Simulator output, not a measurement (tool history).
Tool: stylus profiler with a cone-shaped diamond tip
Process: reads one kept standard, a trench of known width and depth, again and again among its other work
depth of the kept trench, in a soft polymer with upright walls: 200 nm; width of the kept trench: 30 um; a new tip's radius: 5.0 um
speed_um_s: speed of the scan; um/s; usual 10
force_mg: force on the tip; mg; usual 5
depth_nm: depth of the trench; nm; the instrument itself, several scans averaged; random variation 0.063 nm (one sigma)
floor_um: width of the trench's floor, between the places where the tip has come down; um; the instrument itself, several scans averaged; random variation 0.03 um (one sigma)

run	hour	speed_um_s	force_mg	depth_nm	floor_um
1	0	10	5	203.5	27.04
2	25.7	10	5	203.45	27.09
3	53.2	10	5	203.45	27.04
4	79.5	10	5	203.33	27.07
5	112	11	5	203.51	27
6	158.2	11	5	203.55	26.97
7	183.2	11	5	203.47	26.98
8	206.8	11	12.07	206.16	26.98
9	244.7	10	5	203.46	26.94
10	269	10	5	203.58	26.99
11	304.9	10	4.81	203.34	26.93
12	342.8	10	4.81	203.4	26.98
13	382.4	2	4.81	203.55	27.04
14	414	2	4.81	203.42	27
15	440.4	2	4.81	203.49	27.03
16	479.9	2	4.81	203.56	27.01
17	502.6	2	4.81	203.49	26.94
18	524.8	10	5	203.6	26.96
19	559.1	10	5	203.68	27.04
20	605.2	10	10.42	205.77	26.94
21	654.9	10	10.42	205.72	26.98
22	702.8	12	10.42	205.71	26.92
23	743.7	12	2.4	202.27	26.9
24	784.9	10	8.8	205.22	26.93
25	814.9	10	8.8	205.21	26.91
26	854.7	10	8.8	205.25	26.92
27	899.7	18	4.2	203.41	26.84
28	946.1	18	4.2	203.37	26.91
29	993.5	18	4.2	203.33	26.78
30	1039.2	27	2.67	202.54	26.71
# hour 1042: height scale calibrated on a step standard
31	1062.4	10	2.99	203.07	26.89
32	1104.2	14	5	203.96	26.9
33	1139.2	14	5	203.91	26.85
# hour 1161.2: height scale calibrated on a step standard, once more
34	1178.1	5	4.69	203.23	26.91
35	1217.4	5	3.71	202.74	26.86
36	1255.1	10	3.5	202.63	26.79
37	1279.5	19	9.43	205.26	26.73
38	1322.9	19	9.43	205.16	26.78
39	1344.2	21	6.14	203.88	26.78
40	1382	7	5	203.43	26.81
41	1430.8	3	5	203.51	26.82
42	1479.3	8	4.68	203.34	26.82
43	1500.2	10	3.38	202.66	26.77
44	1539.2	9	7.43	204.45	26.82
45	1569.4	9	7.43	204.55	26.73

Forecast each of these 3 alternatives for the next run:
A	1601.3	10	8.4	?	?
B	1601.3	23	13.28	?	?
C	1601.3	7	2.46	?	?

run	depth_nm	floor_um
A	204.93	26.77
B	206.64	26.78
C	202.24	26.74
Without the tool's hidden state the same runs would have given:
run	depth_nm	floor_um
A	204.82	27.15
B	206.52	27.15
C	202.12	27.12

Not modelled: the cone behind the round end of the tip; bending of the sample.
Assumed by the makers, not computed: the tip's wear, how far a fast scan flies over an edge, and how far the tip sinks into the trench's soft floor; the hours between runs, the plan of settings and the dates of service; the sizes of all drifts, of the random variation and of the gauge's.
